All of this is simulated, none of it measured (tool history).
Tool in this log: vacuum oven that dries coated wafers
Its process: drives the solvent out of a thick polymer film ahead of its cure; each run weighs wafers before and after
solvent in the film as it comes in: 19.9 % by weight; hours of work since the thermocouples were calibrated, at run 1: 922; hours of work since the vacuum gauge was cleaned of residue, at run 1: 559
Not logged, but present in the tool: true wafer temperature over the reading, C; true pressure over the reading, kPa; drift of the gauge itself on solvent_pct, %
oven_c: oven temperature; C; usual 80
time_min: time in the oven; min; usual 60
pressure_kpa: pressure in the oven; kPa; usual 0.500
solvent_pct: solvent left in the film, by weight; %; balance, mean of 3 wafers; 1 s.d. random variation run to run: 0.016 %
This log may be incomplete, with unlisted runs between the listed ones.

run   hour  oven_c  time_min  pressure_kpa  hours of work since the thermocouples were calibrated  hours of work since the vacuum gauge was cleaned of residue  solvent_pct
  1    0.0      80        60         0.500                                                    922                                                          559         1.28
  2   15.2      80        60         0.500                                                    932                                                          568         1.30
  3   41.5      66        60         0.500                                                    948                                                          585         4.06
  4   60.6      66        60         0.500                                                    961                                                          597         4.02
  5   85.1      66        60         0.500                                                    976                                                          613         4.06
  6   99.2      80        60         0.500                                                    985                                                          622         1.28
  7  113.1      80        60         0.500                                                    994                                                          631         1.28
  8  130.1      80        60         0.500                                                   1005                                                          642         1.28
  9  159.2      80        60         0.424                                                   1023                                                          660         1.24
 10  186.4      80        60         0.424                                                   1041                                                          677         1.21
 11  209.5      80        60         0.500                                                   1055                                                          692         1.30
 12  229.6      80        60         0.500                                                   1068                                                          705         1.32
 13  243.3      80        60         0.500                                                   1077                                                          714         1.32
     270.6  -- oven's thermocouples calibrated
 14  271.2      80        60         0.500                                                      0                                                          730         1.32
 15  298.4      80        60         0.500                                                     18                                                          748         1.30
 16  321.4      80        60         0.500                                                     32                                                          762         1.34
 17  334.8      80        60         0.500                                                     41                                                          771         1.30
 18  358.4      80        60         0.500                                                     56                                                          786         1.33
 19  376.9      80        60         0.500                                                     68                                                          798         1.32
 20  392.8      80        60         0.500                                                     78                                                          808         1.32
 21  410.8      82        97         0.298                                                     89                                                          819         0.35
 22  435.4      82        97         0.298                                                    105                                                          835         0.40
 23  448.9      82        97         0.298                                                    114                                                          844         0.40
 24  474.6      82        94         0.857                                                    130                                                          860         0.93
 25  489.8      94        33         0.576                                                    140                                                          870         1.16
 26  510.3      94        33         0.576                                                    153                                                          883         1.21
 27  531.2      80        44         1.389                                                    166                                                          896         3.08
 28  559.4      89        62         0.850                                                    184                                                          914         0.79
 29  589.2      73        48         0.499                                                    203                                                          933         3.39
 30  618.3      73        48         0.499                                                    222                                                          952         3.42
 31  631.4      73        48         0.499                                                    230                                                          960         3.37
 32  658.3      80        60         0.795                                                    247                                                          977         1.58
 33  684.4      68        79         0.406                                                    264                                                          994         2.26
 34  707.0      68        51         0.381                                                    278                                                         1008         4.22
 35  738.1      72        54         0.504                                                    298                                                         1028         3.04
 36  759.6      85        32         1.930                                                    312                                                         1042         3.68
 37  789.6      85        91         1.930                                                    331                                                         1061         1.66
 38  802.6      85        49         1.930                                                    339                                                         1069         2.33
 39  815.5      70        80         1.900                                                    348                                                         1077         3.96

Take each entry between the runs: how does the hidden state at the last listed run before it differ from the hidden state at the first listed run after it?
Logged between run 13 and run 14: oven's thermocouples calibrated (hour 270.6)
  true wafer temperature over the reading, C: 0.07 -> -0.02
